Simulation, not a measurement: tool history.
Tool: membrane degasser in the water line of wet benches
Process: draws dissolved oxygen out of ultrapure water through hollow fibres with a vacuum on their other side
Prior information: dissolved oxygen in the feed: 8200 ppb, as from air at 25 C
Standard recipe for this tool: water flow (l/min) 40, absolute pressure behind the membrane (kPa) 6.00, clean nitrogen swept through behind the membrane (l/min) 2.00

run,hour,water flow (l/min),absolute pressure behind the membrane (kPa),clean nitrogen swept through behind the membrane (l/min),dissolved oxygen in the water behind the degasser (ppb),pressure that the water loses in the fibres (kPa)
1,0.0,40,6.00,2.00,138.2,42.59
2,107.9,40,6.00,1.46,181.5,42.84
3,254.2,40,6.00,0.99,245.2,43.00
4,359.2,40,6.00,2.00,137.4,42.50
5,562.7,40,3.63,2.00,35.7,42.87
6,675.6,40,6.00,3.46,86.6,42.72
7,793.9,40,6.00,2.00,138.5,42.52
8,893.8,40,6.00,2.00,140.1,43.02
9,1026.2,40,6.00,2.00,140.2,42.57
10,1231.4,40,6.00,2.00,140.8,42.56
11,1390.0,40,6.00,2.00,142.0,42.95
12,1492.8,40,6.00,1.46,184.6,42.96
13,1633.2,40,6.00,1.46,186.5,43.00
14,1853.9,40,6.00,2.84,109.4,43.10
15,2007.9,40,6.00,2.00,150.6,43.12
16,2174.1,40,6.00,2.00,149.8,42.84
17,2356.8,31,6.00,1.09,202.0,33.38
18,2471.6,40,6.00,2.23,115.2,43.15
19,2684.4,40,6.00,2.23,118.0,43.18
20,2835.1,40,6.00,2.23,116.3,43.19
21,3054.4,35,13.91,2.23,381.2,37.83
22,3175.5,48,8.39,0.89,519.9,51.79
23,3309.8,53,6.00,1.37,222.4,57.20
24,3543.8,47,6.00,1.40,202.6,50.94
25,3736.6,47,6.00,1.40,204.8,51.01
26,3939.9,53,6.00,1.18,255.4,57.68
27,4064.3,45,9.20,1.18,454.0,48.71
28,4224.0,37,5.82,1.18,184.8,40.32
29,4402.1,40,5.38,2.00,106.8,43.60
30,4567.9,40,5.38,2.00,106.3,43.54
31,4689.3,31,6.12,2.31,98.7,33.79
32,4835.7,26,12.82,1.33,419.2,28.28

Put back what was entered between runs (2 entries, withheld): which listed runs does each sit between, and how does the hidden state differ from the listed run before to the listed run after?
From run 13 to run 14: vacuum gauge calibrated (hour 1775.3)
  membrane still open, %: 98.9 -> 98.8; true pressure behind the membrane over the reading, kPa: 0.39 -> 0.53; air that leaks in behind the membrane, l/min: 0.0115 -> 0.0123
  the result without the hidden state subtracted from the measured one, dissolved oxygen in the water behind the degasser (ppb): +22.9 -> +17.5; pressure that the water loses in the fibres (kPa): +0.48 -> +0.53
From run 17 to run 18: vacuum gauge calibrated, once more (hour 2465.9)
  true pressure behind the membrane over the reading, kPa: 0.57 -> 0.01; air that leaks in behind the membrane, l/min: 0.0141 -> 0.0146
  the result without the hidden state subtracted from the measured one, dissolved oxygen in the water behind the degasser (ppb): +33.9 -> +1.5; pressure that the water loses in the fibres (kPa): +0.48 -> +0.65

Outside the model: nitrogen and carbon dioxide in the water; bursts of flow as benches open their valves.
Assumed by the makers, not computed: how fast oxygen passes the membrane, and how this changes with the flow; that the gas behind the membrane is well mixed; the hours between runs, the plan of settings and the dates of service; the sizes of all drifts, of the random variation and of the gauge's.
